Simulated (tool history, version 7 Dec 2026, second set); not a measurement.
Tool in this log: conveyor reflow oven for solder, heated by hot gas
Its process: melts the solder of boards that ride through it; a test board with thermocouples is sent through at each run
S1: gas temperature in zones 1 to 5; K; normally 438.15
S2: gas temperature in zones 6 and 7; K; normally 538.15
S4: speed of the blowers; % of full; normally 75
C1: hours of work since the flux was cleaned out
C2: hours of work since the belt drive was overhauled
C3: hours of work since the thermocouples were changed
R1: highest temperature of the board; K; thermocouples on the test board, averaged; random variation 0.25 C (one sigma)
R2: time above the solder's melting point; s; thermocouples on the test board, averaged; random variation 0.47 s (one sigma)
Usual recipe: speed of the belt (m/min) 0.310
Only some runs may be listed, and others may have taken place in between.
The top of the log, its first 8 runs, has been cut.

{"run": 9, "day": 2.742, "S1": 452.15, "S2": 536.15, "speed of the belt (m/min)": 0.31, "S4": 75, "C1": 211, "C2": 228, "C3": 423, "R1": 526.65, "R2": 94.3}
{"run": 10, "day": 3.05, "S1": 438.15, "S2": 538.15, "speed of the belt (m/min)": 0.31, "S4": 53, "C1": 216, "C2": 233, "C3": 428, "R1": 522.65, "R2": 79.7}
{"run": 11, "day": 3.404, "S1": 438.15, "S2": 538.15, "speed of the belt (m/min)": 0.31, "S4": 53, "C1": 222, "C2": 238, "C3": 434, "R1": 522.15, "R2": 79.5}
{"run": 12, "day": 3.729, "S1": 438.15, "S2": 538.15, "speed of the belt (m/min)": 0.31, "S4": 53, "C1": 227, "C2": 244, "C3": 439, "R1": 522.75, "R2": 79.4}
{"run": 13, "day": 4.167, "S1": 438.15, "S2": 538.15, "speed of the belt (m/min)": 0.31, "S4": 75, "C1": 234, "C2": 251, "C3": 446, "R1": 527.35, "R2": 86.4}
{"run": 14, "day": 4.421, "S1": 438.15, "S2": 538.15, "speed of the belt (m/min)": 0.31, "S4": 75, "C1": 238, "C2": 255, "C3": 450, "R1": 526.75, "R2": 87.0}
{"run": 15, "day": 4.775, "S1": 438.15, "S2": 538.15, "speed of the belt (m/min)": 0.31, "S4": 75, "C1": 244, "C2": 260, "C3": 456, "R1": 526.75, "R2": 87.1}
{"run": 16, "day": 5.279, "S1": 438.15, "S2": 538.15, "speed of the belt (m/min)": 0.31, "S4": 75, "C1": 252, "C2": 268, "C3": 464, "R1": 526.85, "R2": 86.7}
{"run": 17, "day": 5.612, "S1": 428.15, "S2": 538.15, "speed of the belt (m/min)": 0.294, "S4": 75, "C1": 257, "C2": 274, "C3": 469, "R1": 527.15, "R2": 87.5}
{"run": 18, "day": 6.092, "S1": 428.15, "S2": 538.15, "speed of the belt (m/min)": 0.294, "S4": 75, "C1": 265, "C2": 281, "C3": 477, "R1": 527.35, "R2": 87.5}
{"run": 19, "day": 6.525, "S1": 428.15, "S2": 538.15, "speed of the belt (m/min)": 0.309, "S4": 79, "C1": 272, "C2": 288, "C3": 484, "R1": 526.95, "R2": 82.1}
{"run": 20, "day": 6.838, "S1": 444.15, "S2": 550.15, "speed of the belt (m/min)": 0.365, "S4": 75, "C1": 277, "C2": 293, "C3": 489, "R1": 533.15, "R2": 79.8}
{"run": 21, "day": 7.179, "S1": 449.15, "S2": 543.15, "speed of the belt (m/min)": 0.298, "S4": 63, "C1": 282, "C2": 299, "C3": 494, "R1": 531.75, "R2": 100.4}
{"run": 22, "day": 7.554, "S1": 449.15, "S2": 543.15, "speed of the belt (m/min)": 0.298, "S4": 63, "C1": 288, "C2": 305, "C3": 500, "R1": 532.55, "R2": 100.5}
{"run": 23, "day": 7.812, "S1": 438.15, "S2": 549.15, "speed of the belt (m/min)": 0.31, "S4": 75, "C1": 292, "C2": 309, "C3": 504, "R1": 537.05, "R2": 95.8}
{"run": 24, "day": 8.067, "S1": 438.15, "S2": 541.15, "speed of the belt (m/min)": 0.362, "S4": 78, "C1": 297, "C2": 313, "C3": 508, "R1": 525.45, "R2": 71.6}
{"day": 8.467, "done": "flux residue cleaned out of gas plates and filters"}
{"run": 25, "day": 8.779, "S1": 438.15, "S2": 551.15, "speed of the belt (m/min)": 0.31, "S4": 71, "C1": 5, "C2": 321, "C3": 516, "R1": 540.05, "R2": 98.9}
{"run": 26, "day": 9.042, "S1": 438.15, "S2": 538.15, "speed of the belt (m/min)": 0.306, "S4": 71, "C1": 9, "C2": 325, "C3": 521, "R1": 527.85, "R2": 90.4}
{"run": 27, "day": 9.433, "S1": 438.15, "S2": 542.15, "speed of the belt (m/min)": 0.31, "S4": 75, "C1": 16, "C2": 332, "C3": 527, "R1": 531.75, "R2": 92.6}
{"run": 28, "day": 9.812, "S1": 449.15, "S2": 534.15, "speed of the belt (m/min)": 0.328, "S4": 81, "C1": 22, "C2": 338, "C3": 533, "R1": 525.25, "R2": 87.0}
{"run": 29, "day": 10.225, "S1": 438.15, "S2": 527.15, "speed of the belt (m/min)": 0.363, "S4": 89, "C1": 28, "C2": 344, "C3": 540, "R1": 516.55, "R2": 63.2}
{"run": 30, "day": 10.692, "S1": 438.15, "S2": 526.15, "speed of the belt (m/min)": 0.316, "S4": 75, "C1": 36, "C2": 352, "C3": 547, "R1": 516.85, "R2": 74.3}
{"run": 31, "day": 11.15, "S1": 438.15, "S2": 526.15, "speed of the belt (m/min)": 0.316, "S4": 75, "C1": 43, "C2": 359, "C3": 554, "R1": 516.45, "R2": 75.1}
{"run": 32, "day": 11.662, "S1": 438.15, "S2": 549.15, "speed of the belt (m/min)": 0.258, "S4": 75, "C1": 51, "C2": 367, "C3": 563, "R1": 543.15, "R2": 123.0}

Here are 3 independent what-if runs from the current tool condition. What would each one return?
{"run": "A", "day": 12.096, "S1": 438.15, "S2": 538.15, "speed of the belt (m/min)": 0.347, "S4": 63, "C1": 58, "C2": 374, "C3": 570, "R1": "?", "R2": "?"}
{"run": "B", "day": 12.096, "S1": 445.15, "S2": 540.15, "speed of the belt (m/min)": 0.29, "S4": 75, "C1": 58, "C2": 374, "C3": 570, "R1": "?", "R2": "?"}
{"run": "C", "day": 12.096, "S1": 432.15, "S2": 535.15, "speed of the belt (m/min)": 0.258, "S4": 75, "C1": 58, "C2": 374, "C3": 570, "R1": "?", "R2": "?"}

run=A R1=522.55 R2=71.9
run=B R1=532.45 R2=103.4
run=C R1=529.35 R2=107.4
Take away the tool's hidden state, keep each run's random variation, and the runs would have read:
run=A R1=521.45 R2=70.1
run=B R1=531.25 R2=101.4
run=C R1=528.15 R2=105.2

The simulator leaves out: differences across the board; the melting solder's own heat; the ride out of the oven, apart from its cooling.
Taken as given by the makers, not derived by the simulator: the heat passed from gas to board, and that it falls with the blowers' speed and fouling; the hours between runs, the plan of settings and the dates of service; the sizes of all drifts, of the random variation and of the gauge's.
